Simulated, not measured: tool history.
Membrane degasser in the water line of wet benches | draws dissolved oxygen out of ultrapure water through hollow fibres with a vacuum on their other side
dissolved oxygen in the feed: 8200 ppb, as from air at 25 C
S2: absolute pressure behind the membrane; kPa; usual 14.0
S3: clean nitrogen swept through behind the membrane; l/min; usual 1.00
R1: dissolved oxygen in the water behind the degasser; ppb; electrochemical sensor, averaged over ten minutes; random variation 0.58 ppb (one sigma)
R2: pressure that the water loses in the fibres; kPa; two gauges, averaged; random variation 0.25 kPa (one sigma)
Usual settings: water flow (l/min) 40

{"run": 1, "hour": 0.0, "water flow (l/min)": 40, "S2": 14.0, "S3": 1.0, "R1": 804.0, "R2": 66.38}
{"run": 2, "hour": 35.6, "water flow (l/min)": 40, "S2": 14.0, "S3": 1.0, "R1": 803.1, "R2": 66.5}
{"run": 3, "hour": 94.2, "water flow (l/min)": 40, "S2": 14.0, "S3": 1.0, "R1": 804.7, "R2": 66.28}
{"run": 4, "hour": 131.9, "water flow (l/min)": 40, "S2": 14.0, "S3": 1.0, "R1": 804.9, "R2": 66.34}
{"run": 5, "hour": 165.1, "water flow (l/min)": 40, "S2": 14.0, "S3": 2.69, "R1": 359.0, "R2": 66.27}
{"run": 6, "hour": 212.8, "water flow (l/min)": 40, "S2": 10.4, "S3": 1.0, "R1": 552.7, "R2": 66.4}
{"run": 7, "hour": 274.5, "water flow (l/min)": 40, "S2": 10.4, "S3": 1.0, "R1": 553.2, "R2": 66.63}
{"run": 8, "hour": 308.0, "water flow (l/min)": 40, "S2": 10.4, "S3": 1.0, "R1": 553.7, "R2": 66.73}
{"run": 9, "hour": 368.7, "water flow (l/min)": 40, "S2": 10.4, "S3": 1.0, "R1": 552.7, "R2": 65.96}
{"run": 10, "hour": 401.5, "water flow (l/min)": 40, "S2": 10.4, "S3": 1.0, "R1": 553.1, "R2": 66.49}
{"run": 11, "hour": 454.6, "water flow (l/min)": 40, "S2": 10.4, "S3": 1.0, "R1": 553.7, "R2": 66.81}
{"run": 12, "hour": 484.9, "water flow (l/min)": 40, "S2": 10.4, "S3": 1.0, "R1": 553.5, "R2": 66.54}
{"run": 13, "hour": 526.0, "water flow (l/min)": 40, "S2": 14.0, "S3": 1.01, "R1": 799.0, "R2": 66.42}
{"run": 14, "hour": 573.4, "water flow (l/min)": 44, "S2": 11.0, "S3": 1.0, "R1": 641.5, "R2": 73.11}
{"run": 15, "hour": 610.6, "water flow (l/min)": 25, "S2": 14.0, "S3": 2.67, "R1": 236.0, "R2": 41.57}
{"run": 16, "hour": 660.3, "water flow (l/min)": 27, "S2": 15.1, "S3": 1.35, "R1": 505.9, "R2": 44.97}
{"run": 17, "hour": 689.7, "water flow (l/min)": 61, "S2": 23.4, "S3": 0.47, "R1": 2820.7, "R2": 101.77}
{"run": 18, "hour": 749.7, "water flow (l/min)": 61, "S2": 23.4, "S3": 0.47, "R1": 2819.0, "R2": 102.13}
{"run": 19, "hour": 795.4, "water flow (l/min)": 40, "S2": 14.0, "S3": 0.98, "R1": 818.0, "R2": 66.46}
{"run": 20, "hour": 847.8, "water flow (l/min)": 40, "S2": 14.0, "S3": 0.98, "R1": 818.0, "R2": 66.48}
{"run": 21, "hour": 897.9, "water flow (l/min)": 59, "S2": 14.0, "S3": 2.14, "R1": 611.4, "R2": 99.25}
{"run": 22, "hour": 944.6, "water flow (l/min)": 59, "S2": 14.0, "S3": 2.14, "R1": 610.9, "R2": 98.35}
{"run": 23, "hour": 997.5, "water flow (l/min)": 49, "S2": 14.1, "S3": 0.73, "R1": 1168.2, "R2": 81.47}
{"run": 24, "hour": 1036.8, "water flow (l/min)": 52, "S2": 14.1, "S3": 0.73, "R1": 1214.0, "R2": 87.07}
{"run": 25, "hour": 1072.8, "water flow (l/min)": 32, "S2": 29.2, "S3": 2.56, "R1": 702.3, "R2": 53.15}
{"run": 26, "hour": 1104.5, "water flow (l/min)": 32, "S2": 29.2, "S3": 2.56, "R1": 702.6, "R2": 53.39}

The same runs without the tool's hidden state, with the same run-to-run variation:
The hidden state here: membrane still open, %; true pressure behind the membrane over the reading, kPa; air that leaks in behind the membrane, l/min; drift of the gauge itself on oxygen_ppb, %; drift of the gauge itself on loss_of_pressure_kpa, %.
run=1 R1=799.1 R2=66.21
run=2 R1=798.1 R2=66.32
run=3 R1=799.7 R2=66.09
run=4 R1=799.9 R2=66.15
run=5 R1=356.0 R2=66.06
run=6 R1=547.4 R2=66.18
run=7 R1=547.8 R2=66.39
run=8 R1=548.3 R2=66.48
run=9 R1=547.2 R2=65.70
run=10 R1=547.6 R2=66.22
run=11 R1=548.1 R2=66.52
run=12 R1=547.9 R2=66.24
run=13 R1=793.5 R2=66.12
run=14 R1=635.6 R2=72.76
run=15 R1=233.5 R2=41.36
run=16 R1=501.6 R2=44.74
run=17 R1=2816.8 R2=101.23
run=18 R1=2815.1 R2=101.56
run=19 R1=812.1 R2=66.08
run=20 R1=812.1 R2=66.08
run=21 R1=606.4 R2=98.64
run=22 R1=605.8 R2=97.72
run=23 R1=1161.1 R2=80.93
run=24 R1=1206.7 R2=86.48
run=25 R1=698.2 R2=52.78
run=26 R1=698.5 R2=53.02
